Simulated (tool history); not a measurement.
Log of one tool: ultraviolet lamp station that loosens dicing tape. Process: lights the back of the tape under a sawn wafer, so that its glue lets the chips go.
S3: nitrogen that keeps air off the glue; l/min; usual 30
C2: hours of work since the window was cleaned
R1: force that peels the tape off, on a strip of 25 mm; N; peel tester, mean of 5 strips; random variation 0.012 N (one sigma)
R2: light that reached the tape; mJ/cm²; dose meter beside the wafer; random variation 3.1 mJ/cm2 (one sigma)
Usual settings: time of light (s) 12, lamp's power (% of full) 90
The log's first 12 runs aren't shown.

Run 13, hour 125.3: usual settings but S3 33 l/min; hours of work of the lamp 431; C2 245. Result: R1 0.855 N, R2 349 mJ/cm².
Run 14, hour 141.2: usual settings but S3 33 l/min; hours of work of the lamp 442; C2 256. Result: R1 0.891 N, R2 352 mJ/cm².
Run 15, hour 150.1: usual settings but S3 33 l/min; hours of work of the lamp 448; C2 262. Result: R1 0.905 N, R2 347 mJ/cm².
Run 16, hour 163.5: usual settings but time of light (s) 9; hours of work of the lamp 457; C2 271. Result: R1 1.465 N, R2 263 mJ/cm².
Run 17, hour 173.6: usual settings but time of light (s) 9, lamp's power (% of full) 62, S3 39 l/min; hours of work of the lamp 464; C2 278. Result: R1 2.189 N, R2 178 mJ/cm².
Run 18, hour 188.9: usual settings but time of light (s) 9, lamp's power (% of full) 93, S3 31 l/min; hours of work of the lamp 474; C2 288. Result: R1 1.444 N, R2 260 mJ/cm².
Run 19, hour 201.7: usual settings but lamp's power (% of full) 68, S3 15 l/min; hours of work of the lamp 482; C2 297. Result: R1 2.123 N, R2 260 mJ/cm².
Run 20, hour 216.9: usual settings but time of light (s) 14, lamp's power (% of full) 68, S3 15 l/min; hours of work of the lamp 493; C2 307. Result: R1 1.690 N, R2 296 mJ/cm².
Run 21, hour 226.3: usual settings but lamp's power (% of full) 80; hours of work of the lamp 499; C2 313. Result: R1 1.157 N, R2 292 mJ/cm².
Run 22, hour 237.3: usual settings but time of light (s) 9, lamp's power (% of full) 80; hours of work of the lamp 506; C2 320. Result: R1 1.871 N, R2 221 mJ/cm².
Run 23, hour 253.5: usual settings but time of light (s) 9, lamp's power (% of full) 80; hours of work of the lamp 517; C2 331. Result: R1 1.875 N, R2 218 mJ/cm².
Run 24, hour 260.3: usual settings but time of light (s) 18, lamp's power (% of full) 89, S3 11 l/min; hours of work of the lamp 522; C2 336. Result: R1 0.990 N, R2 480 mJ/cm².
At hour 272.5: window cleaned of glue's vapour.
Run 25, hour 274.2: usual settings but time of light (s) 18, lamp's power (% of full) 89, S3 11 l/min; hours of work of the lamp 531; C2 1. Result: R1 0.699 N, R2 590 mJ/cm².
Run 26, hour 281.0: usual settings but time of light (s) 8, lamp's power (% of full) 79, S3 58 l/min; hours of work of the lamp 535; C2 6. Result: R1 1.433 N, R2 231 mJ/cm².
Run 27, hour 290.8: usual settings but time of light (s) 6, lamp's power (% of full) 95, S3 58 l/min; hours of work of the lamp 542; C2 12. Result: R1 1.553 N, R2 210 mJ/cm².
Run 28, hour 303.2: usual settings but S3 27 l/min; hours of work of the lamp 550; C2 20. Result: R1 0.856 N, R2 389 mJ/cm².
Run 29, hour 313.4: usual settings but S3 27 l/min; hours of work of the lamp 557; C2 27. Result: R1 0.816 N, R2 387 mJ/cm².
Run 30, hour 320.8: usual settings but time of light (s) 18, lamp's power (% of full) 65, S3 27 l/min; hours of work of the lamp 562; C2 32. Result: R1 0.682 N, R2 417 mJ/cm².
Run 31, hour 330.4: usual settings but time of light (s) 18, lamp's power (% of full) 86, S3 47 l/min; hours of work of the lamp 568; C2 39. Result: R1 0.334 N, R2 544 mJ/cm².
Run 32, hour 340.2: usual settings but lamp's power (% of full) 71; hours of work of the lamp 575; C2 45. Result: R1 1.148 N, R2 302 mJ/cm².

Forecast each of these 3 alternatives for the next run:
Run A, hour 353.9: usual settings but time of light (s) 7, lamp's power (% of full) 71; hours of work of the lamp 584; C2 54. Result: R1 ?, R2 ?.
Run B, hour 353.9: usual settings but time of light (s) 16, lamp's power (% of full) 61; hours of work of the lamp 584; C2 54. Result: R1 ?, R2 ?.
Run C, hour 353.9: usual settings but time of light (s) 6, lamp's power (% of full) 64; hours of work of the lamp 584; C2 54. Result: R1 ?, R2 ?.

run     R1   R2
  A  2.386  175
  B  1.006  342
  C  3.003  134
Without the tool's hidden state the same runs would have given:
run     R1   R2
  A  1.900  215
  B  0.688  423
  C  2.509  166
